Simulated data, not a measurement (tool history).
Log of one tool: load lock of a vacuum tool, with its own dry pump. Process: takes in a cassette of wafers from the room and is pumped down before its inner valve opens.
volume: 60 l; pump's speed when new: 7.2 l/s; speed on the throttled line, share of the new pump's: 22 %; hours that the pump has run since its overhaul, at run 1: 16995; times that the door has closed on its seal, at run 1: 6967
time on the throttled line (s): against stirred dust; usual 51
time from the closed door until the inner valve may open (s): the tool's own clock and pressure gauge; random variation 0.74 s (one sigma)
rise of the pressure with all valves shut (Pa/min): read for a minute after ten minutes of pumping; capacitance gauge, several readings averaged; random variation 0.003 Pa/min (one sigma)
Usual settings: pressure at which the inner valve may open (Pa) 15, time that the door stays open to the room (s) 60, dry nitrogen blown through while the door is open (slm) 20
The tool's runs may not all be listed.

run	hour	time on the throttled line (s)	pressure at which the inner valve may open (Pa)	time that the door stays open to the room (s)	dry nitrogen blown through while the door is open (slm)	hours that the pump has run since its overhaul	times that the door has closed on its seal	incoming humidity of the room's air, %	time from the closed door until the inner valve may open (s)	rise of the pressure with all valves shut (Pa/min)
1	0.0	51	15	60	20	16995	6967	42.9	118.8	0.053
2	474.6	51	15	60	20	17470	8759	43.6	119.7	0.054
3	1055.1	51	15	60	20	18050	10951	45.1	119.9	0.064
4	1380.6	51	15	60	22	18376	12181	41.4	119.8	0.069
5	1919.0	51	15	60	22	18914	14214	46.8	121.1	0.084
6	2235.2	51	15	80	22	19230	15408	45.2	119.9	0.090
7	2795.2	51	15	60	20	19790	17523	42.0	120.3	0.097
8	3280.3	51	15	60	20	20275	19355	46.7	121.1	0.112
9	3545.0	51	15	60	20	20540	20355	46.1	121.2	0.115
10	3838.3	51	15	60	20	20833	21462	46.4	121.7	0.129
11	4418.2	51	15	60	20	21413	23652	45.6	121.4	0.141
12	5000.6	51	26	60	20	21996	25852	45.4	116.3	0.158
13	5311.3	51	26	60	20	22306	27025	46.1	116.4	0.166
# hour 5649.7: dry pump taken out, an overhauled one fitted
14	5799.8	51	15	60	20	150	28847	43.8	114.8	0.182
15	6140.5	66	18	60	27	491	30134	46.3	125.3	0.192
16	6647.1	66	18	60	15	997	32047	40.5	124.6	0.209
17	7100.5	66	13	126	15	1451	33759	47.4	127.8	0.238
18	7470.4	51	17	101	20	1821	35157	48.7	114.7	0.242
19	7850.4	51	15	146	20	2201	36591	42.7	115.9	0.264
20	8268.8	39	15	60	14	2619	38172	46.1	105.6	0.274
21	8577.3	51	15	44	20	2928	39337	44.0	117.2	0.270
22	9039.4	51	15	44	20	3390	41082	45.8	115.4	0.288
23	9564.6	51	15	44	20	3915	43065	45.1	116.3	0.308
24	10043.3	52	29	57	20	4394	44873	47.7	111.4	0.338
25	10476.7	52	29	57	20	4827	46510	42.4	112.0	0.351
26	10790.1	52	29	53	20	5140	47693	48.4	111.7	0.367
27	11112.4	52	29	53	20	5463	48910	45.8	112.8	0.377
28	11562.5	52	29	53	20	5913	50610	47.3	112.3	0.398

5 ways to go on from here, each from the tool as it stands after run 28. What would each give?
A	11987.1	33	15	60	20	6337	52214	46.8	?	?
B	11987.1	52	20	51	21	6337	52214	43.6	?	?
C	11987.1	52	22	53	20	6337	52214	46.6	?	?
D	11987.1	51	14	60	20	6337	52214	47.2	?	?
E	11987.1	52	29	34	20	6337	52214	47.9	?	?

run	time from the closed door until the inner valve may open (s)	rise of the pressure with all valves shut (Pa/min)
A	101.9	0.421
B	114.5	0.422
C	114.5	0.432
D	117.1	0.425
E	112.9	0.419
Without the tool's hidden state the same runs would have given:
run	time from the closed door until the inner valve may open (s)	rise of the pressure with all valves shut (Pa/min)
A	97.6	0.026
B	110.6	0.027
C	110.5	0.028
D	113.0	0.028
E	109.1	0.021
